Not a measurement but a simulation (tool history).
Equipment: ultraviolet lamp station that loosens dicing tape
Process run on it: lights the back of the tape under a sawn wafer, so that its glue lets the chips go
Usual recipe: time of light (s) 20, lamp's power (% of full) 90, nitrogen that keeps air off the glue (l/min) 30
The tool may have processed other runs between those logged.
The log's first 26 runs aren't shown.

run    hour  time of light (s)  lamp's power (% of full)  nitrogen that keeps air off the glue (l/min)  hours of work of the lamp  hours of work since the window was cleaned  force that peels the tape off (N)  light that reached the tape (mJ/cm2)
 27   771.8                 13                        60                                            25                        955                                          95                              1.853                                   291
      780.3  -- gauge calibrated
 28   800.4                 18                        75                                            15                        977                                         116                              0.800                                   482
 29   818.7                 16                        68                                            15                        990                                         130                              1.310                                   394
 30   862.0                 10                        63                                            30                       1023                                         163                              2.307                                   229
 31   896.7                 10                        62                                            30                       1049                                         189                              2.468                                   220
      916.0  -- window cleaned of glue's vapour
 32   937.3                 16                        61                                            30                       1079                                          16                              1.072                                   351
 33   975.8                 35                        90                                            23                       1108                                          45                              0.078                                  1136
 34  1015.5                 35                        90                                            23                       1138                                          75                              0.071                                  1134
 35  1049.6                 10                        61                                            21                       1164                                         101                              2.670                                   222
 36  1084.9                 10                        61                                            21                       1190                                         127                              2.784                                   219
 37  1112.9                 20                        83                                            23                       1211                                         148                              0.309                                   609

Predict each of these 5 candidate next runs independently; none follows another, all start after run 37:
     1150.7  -- lamp changed
  A  1150.7                 20                        90                                            13                          0                                         176                                  ?                                     ?
     1150.7  -- lamp changed
  B  1150.7                 20                        63                                            26                          0                                         176                                  ?                                     ?
     1150.7  -- lamp changed
  C  1150.7                 21                        63                                            26                          0                                         176                                  ?                                     ?
     1150.7  -- lamp changed
  D  1150.7                 11                        62                                            29                          0                                         176                                  ?                                     ?
     1150.7  -- lamp changed
  E  1150.7                 10                        88                                            10                          0                                         176                                  ?                                     ?

run  force that peels the tape off (N)  light that reached the tape (mJ/cm2)
  A                              0.406                                   658
  B                              0.615                                   466
  C                              0.538                                   488
  D                              2.128                                   254
  E                              2.242                                   323
What these runs would have given with no unlogged condition in the tool:
run  force that peels the tape off (N)  light that reached the tape (mJ/cm2)
  A                              0.404                                   650
  B                              0.613                                   460
  C                              0.536                                   482
  D                              2.124                                   250
  E                              2.238                                   319
